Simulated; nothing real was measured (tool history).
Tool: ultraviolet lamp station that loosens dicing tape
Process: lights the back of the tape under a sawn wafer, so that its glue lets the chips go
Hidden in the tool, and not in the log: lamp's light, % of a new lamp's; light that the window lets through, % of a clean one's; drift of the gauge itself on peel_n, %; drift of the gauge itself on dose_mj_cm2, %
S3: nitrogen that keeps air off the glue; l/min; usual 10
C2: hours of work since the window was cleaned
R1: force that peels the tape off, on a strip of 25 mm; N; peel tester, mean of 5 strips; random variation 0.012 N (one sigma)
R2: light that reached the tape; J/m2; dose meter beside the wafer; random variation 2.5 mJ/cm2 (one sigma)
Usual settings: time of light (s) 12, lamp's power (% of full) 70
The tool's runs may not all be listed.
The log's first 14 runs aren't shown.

run 15 hour=111.9 | time_of_light_(s)=12 lamp's_power_(%_of_full)=70 S3=10 | hours_of_work_of_the_lamp=78 C2=53 | R1=0.603 R2=2770
run 16 hour=120.1 | time_of_light_(s)=12 lamp's_power_(%_of_full)=95 S3=10 | hours_of_work_of_the_lamp=82 C2=57 | R1=0.336 R2=3770
run 17 hour=129.2 | time_of_light_(s)=12 lamp's_power_(%_of_full)=70 S3=6 | hours_of_work_of_the_lamp=87 C2=61 | R1=0.904 R2=2760
run 18 hour=138.9 | time_of_light_(s)=12 lamp's_power_(%_of_full)=80 S3=8 | hours_of_work_of_the_lamp=92 C2=66 | R1=0.582 R2=3200
run 19 hour=144.3 | time_of_light_(s)=7 lamp's_power_(%_of_full)=62 S3=7 | hours_of_work_of_the_lamp=94 C2=68 | R1=1.866 R2=1450
run 20 hour=148.9 | time_of_light_(s)=7 lamp's_power_(%_of_full)=73 S3=6 | hours_of_work_of_the_lamp=96 C2=71 | R1=1.703 R2=1710
run 21 hour=153.5 | time_of_light_(s)=23 lamp's_power_(%_of_full)=73 S3=17 | hours_of_work_of_the_lamp=99 C2=73 | R1=0.117 R2=5520
run 22 hour=160.2 | time_of_light_(s)=23 lamp's_power_(%_of_full)=73 S3=4 | hours_of_work_of_the_lamp=102 C2=76 | R1=0.346 R2=5570
run 23 hour=165.3 | time_of_light_(s)=23 lamp's_power_(%_of_full)=73 S3=4 | hours_of_work_of_the_lamp=104 C2=79 | R1=0.336 R2=5500
run 24 hour=172 | time_of_light_(s)=21 lamp's_power_(%_of_full)=75 S3=5 | hours_of_work_of_the_lamp=108 C2=82 | R1=0.334 R2=5170
run 25 hour=182.9 | time_of_light_(s)=14 lamp's_power_(%_of_full)=70 S3=6 | hours_of_work_of_the_lamp=113 C2=87 | R1=0.695 R2=3230
run 26 hour=189.5 | time_of_light_(s)=15 lamp's_power_(%_of_full)=72 S3=17 | hours_of_work_of_the_lamp=116 C2=90 | R1=0.239 R2=3480
run 27 hour=195.9 | time_of_light_(s)=19 lamp's_power_(%_of_full)=76 S3=18 | hours_of_work_of_the_lamp=119 C2=94 | R1=0.136 R2=4680
run 28 hour=203.6 | time_of_light_(s)=9 lamp's_power_(%_of_full)=70 S3=10 | hours_of_work_of_the_lamp=123 C2=97 | R1=0.984 R2=2090
run 29 hour=214.8 | time_of_light_(s)=9 lamp's_power_(%_of_full)=70 S3=10 | hours_of_work_of_the_lamp=128 C2=103 | R1=0.99 R2=2080
run 30 hour=224 | time_of_light_(s)=7 lamp's_power_(%_of_full)=69 S3=20 | hours_of_work_of_the_lamp=133 C2=107 | R1=1.052 R2=1570
run 31 hour=233.7 | time_of_light_(s)=16 lamp's_power_(%_of_full)=69 S3=10 | hours_of_work_of_the_lamp=138 C2=112 | R1=0.357 R2=3530
run 32 hour=243 | time_of_light_(s)=8 lamp's_power_(%_of_full)=69 S3=10 | hours_of_work_of_the_lamp=142 C2=116 | R1=1.186 R2=1800
run 33 hour=250.6 | time_of_light_(s)=8 lamp's_power_(%_of_full)=69 S3=10 | hours_of_work_of_the_lamp=146 C2=120 | R1=1.224 R2=1760
run 34 hour=259.1 | time_of_light_(s)=9 lamp's_power_(%_of_full)=70 S3=10 | hours_of_work_of_the_lamp=150 C2=124 | R1=0.984 R2=2050

Forecast each of these 4 alternatives for the next run:
run A hour=265 | time_of_light_(s)=9 lamp's_power_(%_of_full)=72 S3=17 | hours_of_work_of_the_lamp=153 C2=127 | R1=? R2=?
run B hour=265 | time_of_light_(s)=12 lamp's_power_(%_of_full)=73 S3=4 | hours_of_work_of_the_lamp=153 C2=127 | R1=? R2=?
run C hour=265 | time_of_light_(s)=19 lamp's_power_(%_of_full)=69 S3=9 | hours_of_work_of_the_lamp=153 C2=127 | R1=? R2=?
run D hour=265 | time_of_light_(s)=12 lamp's_power_(%_of_full)=70 S3=15 | hours_of_work_of_the_lamp=153 C2=127 | R1=? R2=?

run=A R1=0.688 R2=2080
run=B R1=1.143 R2=2760
run=C R1=0.285 R2=4160
run=D R1=0.46 R2=2710
Without the tool's hidden state the same runs would have given:
run=A R1=0.587 R2=2270
run=B R1=1.009 R2=3020
run=C R1=0.239 R2=4540
run=D R1=0.386 R2=2950
